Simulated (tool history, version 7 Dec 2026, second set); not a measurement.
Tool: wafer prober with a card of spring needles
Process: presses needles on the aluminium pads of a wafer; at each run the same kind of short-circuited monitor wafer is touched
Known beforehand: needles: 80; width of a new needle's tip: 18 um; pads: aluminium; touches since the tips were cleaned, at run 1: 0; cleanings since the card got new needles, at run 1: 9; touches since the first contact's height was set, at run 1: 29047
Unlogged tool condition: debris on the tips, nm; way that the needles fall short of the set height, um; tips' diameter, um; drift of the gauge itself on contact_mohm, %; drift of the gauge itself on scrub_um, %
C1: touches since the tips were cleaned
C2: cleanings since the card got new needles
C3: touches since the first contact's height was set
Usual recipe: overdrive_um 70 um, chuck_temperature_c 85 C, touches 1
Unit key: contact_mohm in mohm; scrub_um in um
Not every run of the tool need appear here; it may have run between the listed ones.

{"run": 1, "hour": 0.0, "overdrive_um": 70, "chuck_temperature_c": 85, "touches": 1, "C1": 0, "C2": 9, "C3": 29047, "contact_mohm": 214, "scrub_um": 12.6}
{"hour": 6.3, "done": "tips cleaned on abrasive film"}
{"run": 2, "hour": 10.4, "overdrive_um": 70, "chuck_temperature_c": 85, "touches": 2, "C1": 1899, "C2": 10, "C3": 33841, "contact_mohm": 251, "scrub_um": 12.58}
{"hour": 12.8, "done": "tips cleaned on abrasive film"}
{"hour": 19.4, "done": "tips cleaned on abrasive film"}
{"run": 3, "hour": 23.8, "overdrive_um": 70, "chuck_temperature_c": 85, "touches": 2, "C1": 2016, "C2": 12, "C3": 40013, "contact_mohm": 248, "scrub_um": 12.6}
{"hour": 25.9, "done": "tips cleaned on abrasive film"}
{"hour": 32.4, "done": "tips cleaned on abrasive film"}
{"run": 4, "hour": 36.8, "overdrive_um": 80, "chuck_temperature_c": 85, "touches": 1, "C1": 2096, "C2": 14, "C3": 46038, "contact_mohm": 266, "scrub_um": 14.35}
{"hour": 38.4, "done": "tips cleaned on abrasive film"}
{"hour": 45.0, "done": "tips cleaned on abrasive film"}
{"hour": 52.4, "done": "tips cleaned on abrasive film"}
{"run": 5, "hour": 54.1, "overdrive_um": 85, "chuck_temperature_c": 85, "touches": 1, "C1": 789, "C2": 17, "C3": 53952, "contact_mohm": 236, "scrub_um": 15.21}
{"hour": 59.2, "done": "tips cleaned on abrasive film"}
{"hour": 66.7, "done": "tips cleaned on abrasive film"}
{"run": 6, "hour": 66.8, "overdrive_um": 85, "chuck_temperature_c": 85, "touches": 1, "C1": 53, "C2": 19, "C3": 59818, "contact_mohm": 210, "scrub_um": 15.25}
{"hour": 73.2, "done": "tips cleaned on abrasive film"}
{"run": 7, "hour": 77.1, "overdrive_um": 85, "chuck_temperature_c": 85, "touches": 1, "C1": 1837, "C2": 20, "C3": 64606, "contact_mohm": 246, "scrub_um": 15.18}
{"hour": 79.8, "done": "tips cleaned on abrasive film"}
{"hour": 86.9, "done": "tips cleaned on abrasive film"}
{"run": 8, "hour": 89.5, "overdrive_um": 85, "chuck_temperature_c": 85, "touches": 1, "C1": 1231, "C2": 22, "C3": 70301, "contact_mohm": 245, "scrub_um": 15.2}
{"hour": 93.8, "done": "tips cleaned on abrasive film"}
{"hour": 100.4, "done": "tips cleaned on abrasive film"}
{"run": 9, "hour": 100.4, "overdrive_um": 70, "chuck_temperature_c": 85, "touches": 1, "C1": 0, "C2": 24, "C3": 75280, "contact_mohm": 213, "scrub_um": 12.44}
{"hour": 102.1, "done": "height of the first contact set anew"}
{"hour": 107.0, "done": "tips cleaned on abrasive film"}
{"hour": 113.2, "done": "tips cleaned on abrasive film"}
{"run": 10, "hour": 114.9, "overdrive_um": 70, "chuck_temperature_c": 85, "touches": 1, "C1": 803, "C2": 26, "C3": 5887, "contact_mohm": 251, "scrub_um": 12.37}
{"hour": 120.6, "done": "tips cleaned on abrasive film"}
{"hour": 126.9, "done": "tips cleaned on abrasive film"}
{"run": 11, "hour": 128.2, "overdrive_um": 70, "chuck_temperature_c": 85, "touches": 1, "C1": 616, "C2": 28, "C3": 12005, "contact_mohm": 246, "scrub_um": 12.39}
{"hour": 133.0, "done": "tips cleaned on abrasive film"}
{"run": 12, "hour": 138.5, "overdrive_um": 70, "chuck_temperature_c": 85, "touches": 1, "C1": 2568, "C2": 29, "C3": 16764, "contact_mohm": 289, "scrub_um": 12.35}
{"hour": 139.4, "done": "tips cleaned on abrasive film"}
{"hour": 146.1, "done": "tips cleaned on abrasive film"}
{"run": 13, "hour": 150.9, "overdrive_um": 70, "chuck_temperature_c": 85, "touches": 1, "C1": 2268, "C2": 31, "C3": 22484, "contact_mohm": 288, "scrub_um": 12.3}
{"hour": 152.1, "done": "tips cleaned on abrasive film"}
{"hour": 158.7, "done": "tips cleaned on abrasive film"}
{"run": 14, "hour": 162.5, "overdrive_um": 70, "chuck_temperature_c": 85, "touches": 1, "C1": 1784, "C2": 33, "C3": 27802, "contact_mohm": 282, "scrub_um": 12.28}
{"hour": 164.7, "done": "tips cleaned on abrasive film"}
{"hour": 171.2, "done": "tips cleaned on abrasive film"}
{"run": 15, "hour": 173.2, "overdrive_um": 70, "chuck_temperature_c": 85, "touches": 1, "C1": 936, "C2": 35, "C3": 32708, "contact_mohm": 258, "scrub_um": 12.27}
{"hour": 178.1, "done": "tips cleaned on abrasive film"}
{"hour": 184.8, "done": "tips cleaned on abrasive film"}
{"run": 16, "hour": 184.8, "overdrive_um": 70, "chuck_temperature_c": 114, "touches": 1, "C1": 0, "C2": 37, "C3": 38046, "contact_mohm": 222, "scrub_um": 12.21}
{"hour": 192.1, "done": "tips cleaned on abrasive film"}
{"hour": 198.4, "done": "tips cleaned on abrasive film"}
{"run": 17, "hour": 201.9, "overdrive_um": 81, "chuck_temperature_c": 85, "touches": 1, "C1": 1625, "C2": 39, "C3": 45946, "contact_mohm": 264, "scrub_um": 14.23}
{"hour": 205.6, "done": "tips cleaned on abrasive film"}
{"hour": 209.4, "done": "height of the first contact set anew, once more"}
{"hour": 213.1, "done": "tips cleaned on abrasive film"}
{"hour": 219.5, "done": "tips cleaned on abrasive film"}
{"run": 18, "hour": 220.3, "overdrive_um": 70, "chuck_temperature_c": 36, "touches": 2, "C1": 407, "C2": 42, "C3": 5021, "contact_mohm": 215, "scrub_um": 12.69}
{"hour": 225.7, "done": "tips cleaned on abrasive film"}
{"hour": 232.4, "done": "tips cleaned on abrasive film"}
{"hour": 239.3, "done": "tips cleaned on abrasive film"}
{"run": 19, "hour": 239.6, "overdrive_um": 59, "chuck_temperature_c": 49, "touches": 2, "C1": 179, "C2": 45, "C3": 13915, "contact_mohm": 218, "scrub_um": 10.62}
{"hour": 245.3, "done": "tips cleaned on abrasive film"}
{"run": 20, "hour": 250.3, "overdrive_um": 59, "chuck_temperature_c": 49, "touches": 1, "C1": 2298, "C2": 46, "C3": 18832, "contact_mohm": 312, "scrub_um": 10.63}
{"hour": 251.7, "done": "tips cleaned on abrasive film"}
{"hour": 258.1, "done": "tips cleaned on abrasive film"}
{"hour": 264.2, "done": "tips cleaned on abrasive film"}
{"run": 21, "hour": 264.2, "overdrive_um": 59, "chuck_temperature_c": 49, "touches": 2, "C1": 0, "C2": 49, "C3": 25202, "contact_mohm": 208, "scrub_um": 10.56}
{"hour": 271.3, "done": "tips cleaned on abrasive film"}
{"hour": 278.7, "done": "tips cleaned on abrasive film"}
{"run": 22, "hour": 283.9, "overdrive_um": 59, "chuck_temperature_c": 82, "touches": 2, "C1": 2426, "C2": 51, "C3": 34310, "contact_mohm": 280, "scrub_um": 10.57}
{"hour": 285.4, "done": "tips cleaned on abrasive film"}
{"hour": 292.0, "done": "tips cleaned on abrasive film"}
{"hour": 298.0, "done": "tips cleaned on abrasive film"}
{"run": 23, "hour": 300.3, "overdrive_um": 64, "chuck_temperature_c": 83, "touches": 1, "C1": 1045, "C2": 54, "C3": 41848, "contact_mohm": 269, "scrub_um": 11.48}
{"hour": 304.1, "done": "tips cleaned on abrasive film"}
{"hour": 310.5, "done": "tips cleaned on abrasive film"}
{"hour": 316.9, "done": "tips cleaned on abrasive film"}
{"run": 24, "hour": 317.5, "overdrive_um": 71, "chuck_temperature_c": 120, "touches": 3, "C1": 298, "C2": 57, "C3": 49779, "contact_mohm": 220, "scrub_um": 12.7}
{"hour": 323.3, "done": "tips cleaned on abrasive film"}
{"run": 25, "hour": 327.3, "overdrive_um": 70, "chuck_temperature_c": 118, "touches": 2, "C1": 1893, "C2": 58, "C3": 54306, "contact_mohm": 257, "scrub_um": 12.47}
{"hour": 329.8, "done": "tips cleaned on abrasive film"}
{"hour": 337.1, "done": "tips cleaned on abrasive film"}
{"hour": 344.6, "done": "tips cleaned on abrasive film"}
{"run": 26, "hour": 344.7, "overdrive_um": 83, "chuck_temperature_c": 72, "touches": 2, "C1": 78, "C2": 61, "C3": 62305, "contact_mohm": 208, "scrub_um": 14.8}

Each row is a separate what-if for the run after 26, all from the same tool condition, not one after another. Results?
{"hour": 351.7, "done": "tips cleaned on abrasive film"}
{"run": "A", "hour": 355.1, "overdrive_um": 70, "chuck_temperature_c": 95, "touches": 1, "C1": 1609, "C2": 62, "C3": 67112, "contact_mohm": "?", "scrub_um": "?"}
{"hour": 351.7, "done": "tips cleaned on abrasive film"}
{"run": "B", "hour": 355.1, "overdrive_um": 65, "chuck_temperature_c": 95, "touches": 1, "C1": 1609, "C2": 62, "C3": 67112, "contact_mohm": "?", "scrub_um": "?"}
{"hour": 351.7, "done": "tips cleaned on abrasive film"}
{"run": "C", "hour": 355.1, "overdrive_um": 83, "chuck_temperature_c": 69, "touches": 3, "C1": 1609, "C2": 62, "C3": 67112, "contact_mohm": "?", "scrub_um": "?"}
{"hour": 351.7, "done": "tips cleaned on abrasive film"}
{"run": "D", "hour": 355.1, "overdrive_um": 74, "chuck_temperature_c": 26, "touches": 1, "C1": 1609, "C2": 62, "C3": 67112, "contact_mohm": "?", "scrub_um": "?"}
{"hour": 351.7, "done": "tips cleaned on abrasive film"}
{"run": "E", "hour": 355.1, "overdrive_um": 65, "chuck_temperature_c": 56, "touches": 1, "C1": 1609, "C2": 62, "C3": 67112, "contact_mohm": "?", "scrub_um": "?"}

run=A contact_mohm=276 scrub_um=12.46
run=B contact_mohm=293 scrub_um=11.60
run=C contact_mohm=220 scrub_um=14.85
run=D contact_mohm=267 scrub_um=13.16
run=E contact_mohm=283 scrub_um=11.59
Without the tool's unlogged condition, the same runs would have read:
run=A contact_mohm=207 scrub_um=12.69
run=B contact_mohm=213 scrub_um=11.84
run=C contact_mohm=201 scrub_um=15.08
run=D contact_mohm=196 scrub_um=13.40
run=E contact_mohm=200 scrub_um=11.83
